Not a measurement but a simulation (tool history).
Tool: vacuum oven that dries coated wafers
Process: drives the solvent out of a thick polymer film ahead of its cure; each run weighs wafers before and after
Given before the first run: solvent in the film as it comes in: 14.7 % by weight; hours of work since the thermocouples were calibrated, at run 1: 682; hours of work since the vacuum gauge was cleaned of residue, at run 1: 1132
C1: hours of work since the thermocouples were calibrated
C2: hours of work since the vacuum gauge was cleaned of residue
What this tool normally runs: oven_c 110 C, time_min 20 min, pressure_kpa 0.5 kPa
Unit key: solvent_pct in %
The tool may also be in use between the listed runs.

{"run": 1, "day": 0.0, "oven_c": 110, "time_min": 20, "pressure_kpa": 0.5, "C1": 682, "C2": 1132, "solvent_pct": 2.63}
{"run": 2, "day": 1.946, "oven_c": 110, "time_min": 20, "pressure_kpa": 0.5, "C1": 715, "C2": 1164, "solvent_pct": 2.65}
{"run": 3, "day": 3.042, "oven_c": 98, "time_min": 20, "pressure_kpa": 0.5, "C1": 733, "C2": 1182, "solvent_pct": 5.41}
{"run": 4, "day": 4.35, "oven_c": 98, "time_min": 20, "pressure_kpa": 0.5, "C1": 754, "C2": 1204, "solvent_pct": 5.35}
{"day": 5.742, "done": "oven's thermocouples calibrated"}
{"run": 5, "day": 6.246, "oven_c": 98, "time_min": 20, "pressure_kpa": 1.381, "C1": 8, "C2": 1234, "solvent_pct": 6.36}
{"run": 6, "day": 7.488, "oven_c": 98, "time_min": 20, "pressure_kpa": 1.381, "C1": 29, "C2": 1254, "solvent_pct": 6.34}
{"run": 7, "day": 8.788, "oven_c": 98, "time_min": 20, "pressure_kpa": 0.356, "C1": 50, "C2": 1276, "solvent_pct": 5.78}
{"run": 8, "day": 10.429, "oven_c": 110, "time_min": 20, "pressure_kpa": 0.5, "C1": 77, "C2": 1303, "solvent_pct": 3.02}
{"run": 9, "day": 11.867, "oven_c": 110, "time_min": 20, "pressure_kpa": 0.5, "C1": 101, "C2": 1326, "solvent_pct": 2.98}
{"run": 10, "day": 13.754, "oven_c": 110, "time_min": 20, "pressure_kpa": 0.5, "C1": 132, "C2": 1358, "solvent_pct": 2.98}
{"run": 11, "day": 15.438, "oven_c": 110, "time_min": 20, "pressure_kpa": 0.5, "C1": 160, "C2": 1385, "solvent_pct": 2.98}
{"run": 12, "day": 16.362, "oven_c": 110, "time_min": 16, "pressure_kpa": 0.5, "C1": 175, "C2": 1401, "solvent_pct": 3.83}
{"run": 13, "day": 17.838, "oven_c": 110, "time_min": 27, "pressure_kpa": 0.5, "C1": 199, "C2": 1425, "solvent_pct": 1.98}
{"run": 14, "day": 19.838, "oven_c": 110, "time_min": 20, "pressure_kpa": 0.5, "C1": 232, "C2": 1458, "solvent_pct": 2.95}
{"run": 15, "day": 21.408, "oven_c": 110, "time_min": 20, "pressure_kpa": 0.5, "C1": 258, "C2": 1484, "solvent_pct": 2.93}
{"run": 16, "day": 23.404, "oven_c": 110, "time_min": 20, "pressure_kpa": 0.5, "C1": 291, "C2": 1517, "solvent_pct": 2.95}
{"run": 17, "day": 25.096, "oven_c": 110, "time_min": 20, "pressure_kpa": 0.5, "C1": 319, "C2": 1544, "solvent_pct": 2.94}
{"run": 18, "day": 26.938, "oven_c": 110, "time_min": 20, "pressure_kpa": 0.5, "C1": 349, "C2": 1575, "solvent_pct": 2.94}
{"run": 19, "day": 28.312, "oven_c": 110, "time_min": 20, "pressure_kpa": 0.5, "C1": 372, "C2": 1597, "solvent_pct": 2.9}
{"run": 20, "day": 30.004, "oven_c": 110, "time_min": 20, "pressure_kpa": 0.522, "C1": 400, "C2": 1625, "solvent_pct": 2.92}
{"run": 21, "day": 31.479, "oven_c": 110, "time_min": 20, "pressure_kpa": 0.5, "C1": 424, "C2": 1650, "solvent_pct": 2.91}
{"run": 22, "day": 32.3, "oven_c": 110, "time_min": 20, "pressure_kpa": 0.5, "C1": 438, "C2": 1663, "solvent_pct": 2.9}
{"run": 23, "day": 33.342, "oven_c": 110, "time_min": 36, "pressure_kpa": 0.432, "C1": 455, "C2": 1680, "solvent_pct": 1.26}
{"run": 24, "day": 34.992, "oven_c": 110, "time_min": 11, "pressure_kpa": 0.858, "C1": 482, "C2": 1707, "solvent_pct": 5.46}
{"run": 25, "day": 35.829, "oven_c": 120, "time_min": 16, "pressure_kpa": 1.816, "C1": 496, "C2": 1721, "solvent_pct": 2.23}
{"run": 26, "day": 37.608, "oven_c": 110, "time_min": 20, "pressure_kpa": 0.471, "C1": 525, "C2": 1751, "solvent_pct": 2.87}
{"run": 27, "day": 38.642, "oven_c": 110, "time_min": 20, "pressure_kpa": 0.471, "C1": 542, "C2": 1768, "solvent_pct": 2.84}
{"run": 28, "day": 39.746, "oven_c": 98, "time_min": 30, "pressure_kpa": 0.416, "C1": 560, "C2": 1786, "solvent_pct": 3.99}
{"run": 29, "day": 41.592, "oven_c": 98, "time_min": 30, "pressure_kpa": 0.416, "C1": 591, "C2": 1816, "solvent_pct": 3.99}
{"run": 30, "day": 43.454, "oven_c": 123, "time_min": 20, "pressure_kpa": 0.321, "C1": 621, "C2": 1847, "solvent_pct": 0.85}
{"run": 31, "day": 44.917, "oven_c": 123, "time_min": 20, "pressure_kpa": 0.321, "C1": 645, "C2": 1871, "solvent_pct": 0.86}
{"run": 32, "day": 46.342, "oven_c": 123, "time_min": 20, "pressure_kpa": 0.321, "C1": 669, "C2": 1894, "solvent_pct": 0.86}
{"run": 33, "day": 48.275, "oven_c": 113, "time_min": 17, "pressure_kpa": 0.264, "C1": 701, "C2": 1926, "solvent_pct": 2.65}
{"run": 34, "day": 50.188, "oven_c": 107, "time_min": 22, "pressure_kpa": 0.842, "C1": 732, "C2": 1958, "solvent_pct": 3.26}
{"run": 35, "day": 51.729, "oven_c": 116, "time_min": 19, "pressure_kpa": 0.5, "C1": 758, "C2": 1983, "solvent_pct": 1.88}
{"run": 36, "day": 52.679, "oven_c": 102, "time_min": 26, "pressure_kpa": 1.091, "C1": 773, "C2": 1999, "solvent_pct": 3.94}
{"day": 52.896, "done": "oven's thermocouples calibrated"}
{"run": 37, "day": 54.7, "oven_c": 112, "time_min": 12, "pressure_kpa": 0.287, "C1": 30, "C2": 2031, "solvent_pct": 4.54}
{"run": 38, "day": 55.942, "oven_c": 112, "time_min": 12, "pressure_kpa": 0.287, "C1": 50, "C2": 2051, "solvent_pct": 4.52}
{"run": 39, "day": 57.108, "oven_c": 112, "time_min": 12, "pressure_kpa": 0.287, "C1": 69, "C2": 2070, "solvent_pct": 4.48}
{"run": 40, "day": 58.571, "oven_c": 112, "time_min": 12, "pressure_kpa": 0.287, "C1": 93, "C2": 2095, "solvent_pct": 4.5}
{"run": 41, "day": 59.646, "oven_c": 110, "time_min": 28, "pressure_kpa": 0.263, "C1": 111, "C2": 2112, "solvent_pct": 1.77}
{"run": 42, "day": 60.592, "oven_c": 122, "time_min": 26, "pressure_kpa": 0.695, "C1": 127, "C2": 2128, "solvent_pct": 0.8}
{"run": 43, "day": 62.025, "oven_c": 122, "time_min": 17, "pressure_kpa": 0.387, "C1": 150, "C2": 2151, "solvent_pct": 1.37}

Some steps in solvent_pct, run to run, broken into two amounts with sign: the step expected even without the hidden condition (settings, incoming material, random variation), and the rest, left for the hidden condition together with whatever gauge scatter is not in both the measured and the hidden-condition-free result:
Hidden conditions of the tool in this case: true wafer temperature over the reading, C; true pressure over the reading, kPa; drift of the gauge itself on solvent_pct, %.
Run 4 -> 5: pressure_kpa 0.5 -> 1.381, oven's thermocouples calibrated. solvent_pct +1.01 %: hidden state +0.51, all else +0.5.
Run 23 -> 24: time_min 36 -> 11, pressure_kpa 0.432 -> 0.858. solvent_pct +4.2 %: hidden state -0.19, all else +4.39.
Run 24 -> 25: oven_c 110 -> 120, time_min 11 -> 16, pressure_kpa 0.858 -> 1.816. solvent_pct -3.23 %: hidden state +0.03, all else -3.26.
Run 29 -> 30: oven_c 98 -> 123, time_min 30 -> 20, pressure_kpa 0.416 -> 0.321. solvent_pct -3.14 %: hidden state -0.07, all else -3.07.
Run 40 -> 41: oven_c 112 -> 110, time_min 12 -> 28, pressure_kpa 0.287 -> 0.263. solvent_pct -2.73 %: hidden state +0.13, all else -2.86.
